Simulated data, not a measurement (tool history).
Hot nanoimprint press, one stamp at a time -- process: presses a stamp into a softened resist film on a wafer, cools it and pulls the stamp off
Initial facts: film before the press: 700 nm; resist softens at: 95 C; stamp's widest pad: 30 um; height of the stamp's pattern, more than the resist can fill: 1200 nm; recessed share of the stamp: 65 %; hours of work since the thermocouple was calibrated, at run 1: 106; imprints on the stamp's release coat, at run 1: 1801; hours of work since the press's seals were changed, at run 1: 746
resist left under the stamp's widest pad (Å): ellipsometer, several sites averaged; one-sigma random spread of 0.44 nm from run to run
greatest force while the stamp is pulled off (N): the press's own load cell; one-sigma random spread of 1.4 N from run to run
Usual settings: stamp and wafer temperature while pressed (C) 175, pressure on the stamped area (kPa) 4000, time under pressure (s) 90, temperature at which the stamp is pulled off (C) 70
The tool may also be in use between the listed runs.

| run | day | stamp and wafer temperature while pressed (C) | pressure on the stamped area (kPa) | time under pressure (s) | temperature at which the stamp is pulled off (C) | hours of work since the thermocouple was calibrated | imprints on the stamp's release coat | hours of work since the press's seals were changed | resist left under the stamp's widest pad (Å) | greatest force while the stamp is pulled off (N) |
|---|---|---|---|---|---|---|---|---|---|---|
| 1 | 0.000 | 175 | 4000 | 90 | 70 | 106 | 1801 | 746 | 3641 | 164 |
| 2 | 1.175 | 175 | 4000 | 90 | 70 | 123 | 1865 | 763 | 3640 | 164 |
| 3 | 2.358 | 175 | 4000 | 90 | 70 | 140 | 1931 | 780 | 3638 | 164 |
| 4 | 3.079 | 175 | 4000 | 90 | 70 | 150 | 1970 | 790 | 3625 | 165 |
| 5 | 4.412 | 175 | 4000 | 90 | 70 | 169 | 2044 | 809 | 3621 | 168 |
| 6 | 5.779 | 175 | 4000 | 90 | 70 | 189 | 2119 | 829 | 3622 | 169 |
|  | 6.571 | stamp cleaned and given a new release coat |
| 7 | 7.042 | 175 | 4000 | 131 | 70 | 203 | 26 | 844 | 3188 | 137 |
|  | 8.454 | press's hydraulic seals changed and the load cell set to zero |
| 8 | 8.738 | 175 | 3000 | 90 | 70 | 223 | 101 | 4 | 4010 | 141 |
| 9 | 9.646 | 175 | 3000 | 135 | 70 | 236 | 151 | 17 | 3527 | 140 |
| 10 | 10.479 | 175 | 4000 | 56 | 68 | 248 | 197 | 29 | 4066 | 143 |
| 11 | 12.050 | 172 | 5790 | 46 | 70 | 271 | 283 | 52 | 3973 | 141 |
|  | 13.654 | plate thermocouple calibrated |
| 12 | 13.758 | 177 | 2470 | 84 | 56 | 1 | 370 | 75 | 4271 | 156 |
| 13 | 14.871 | 187 | 6220 | 90 | 70 | 17 | 432 | 91 | 1935 | 144 |

For run 14, what comes out?
| 14 | 16.296 | 178 | 4000 | 121 | 66 | 38 | 510 | 111 | ? | ? |

Run 14 came out at resist left under the stamp's widest pad (Å) 2921, greatest force while the stamp is pulled off (N) 148.
If the tool had no hidden condition, the same run with the same run-to-run variation would have returned resist left under the stamp's widest pad (Å) 2949, greatest force while the stamp is pulled off (N) 141.
